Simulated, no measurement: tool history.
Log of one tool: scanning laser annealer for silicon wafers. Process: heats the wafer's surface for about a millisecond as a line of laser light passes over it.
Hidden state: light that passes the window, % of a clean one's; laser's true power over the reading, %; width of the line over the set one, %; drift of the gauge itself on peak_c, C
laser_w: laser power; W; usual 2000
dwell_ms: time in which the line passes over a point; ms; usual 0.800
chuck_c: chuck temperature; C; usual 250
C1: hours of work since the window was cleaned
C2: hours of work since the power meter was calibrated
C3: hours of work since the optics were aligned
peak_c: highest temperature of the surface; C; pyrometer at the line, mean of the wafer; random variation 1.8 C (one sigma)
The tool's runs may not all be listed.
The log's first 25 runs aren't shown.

run 26 hour=925.0 | laser_w=2133 dwell_ms=0.800 chuck_c=250 | C1=39 C2=92 C3=73 | peak_c=1105
run 27 hour=966.0 | laser_w=2133 dwell_ms=0.800 chuck_c=250 | C1=60 C2=113 C3=94 | peak_c=1107
run 28 hour=1010.2 | laser_w=1734 dwell_ms=0.734 chuck_c=234 | C1=82 C2=135 C3=117 | peak_c=888
run 29 hour=1058.1 | laser_w=1734 dwell_ms=0.734 chuck_c=234 | C1=107 C2=160 C3=141 | peak_c=884
run 30 hour=1103.0 | laser_w=1718 dwell_ms=0.838 chuck_c=250 | C1=130 C2=183 C3=164 | peak_c=945
run 31 hour=1139.2 | laser_w=2000 dwell_ms=0.719 chuck_c=276 | C1=148 C2=201 C3=182 | peak_c=1024
run 32 hour=1170.5 | laser_w=2092 dwell_ms=0.884 chuck_c=244 | C1=164 C2=217 C3=198 | peak_c=1123
run 33 hour=1215.7 | laser_w=2092 dwell_ms=0.884 chuck_c=244 | C1=187 C2=240 C3=222 | peak_c=1117
run 34 hour=1236.9 | laser_w=2154 dwell_ms=0.884 chuck_c=239 | C1=198 C2=251 C3=232 | peak_c=1140
run 35 hour=1281.0 | laser_w=2154 dwell_ms=0.866 chuck_c=239 | C1=221 C2=274 C3=255 | peak_c=1129
run 36 hour=1327.3 | laser_w=2154 dwell_ms=0.891 chuck_c=248 | C1=244 C2=297 C3=279 | peak_c=1151
run 37 hour=1367.0 | laser_w=2154 dwell_ms=0.891 chuck_c=248 | C1=265 C2=318 C3=299 | peak_c=1153
run 38 hour=1416.6 | laser_w=1884 dwell_ms=0.643 chuck_c=248 | C1=290 C2=343 C3=324 | peak_c=898
run 39 hour=1464.2 | laser_w=1884 dwell_ms=0.643 chuck_c=248 | C1=314 C2=367 C3=349 | peak_c=897

Run 40 comes next. What will it give?
run 40 hour=1504.3 | laser_w=2000 dwell_ms=0.800 chuck_c=231 | C1=335 C2=388 C3=369 | peak_c=?

{"run 40": {"peak_c": 1012}}
Without the tool's hidden state the same run would have given peak_c 1039 C.
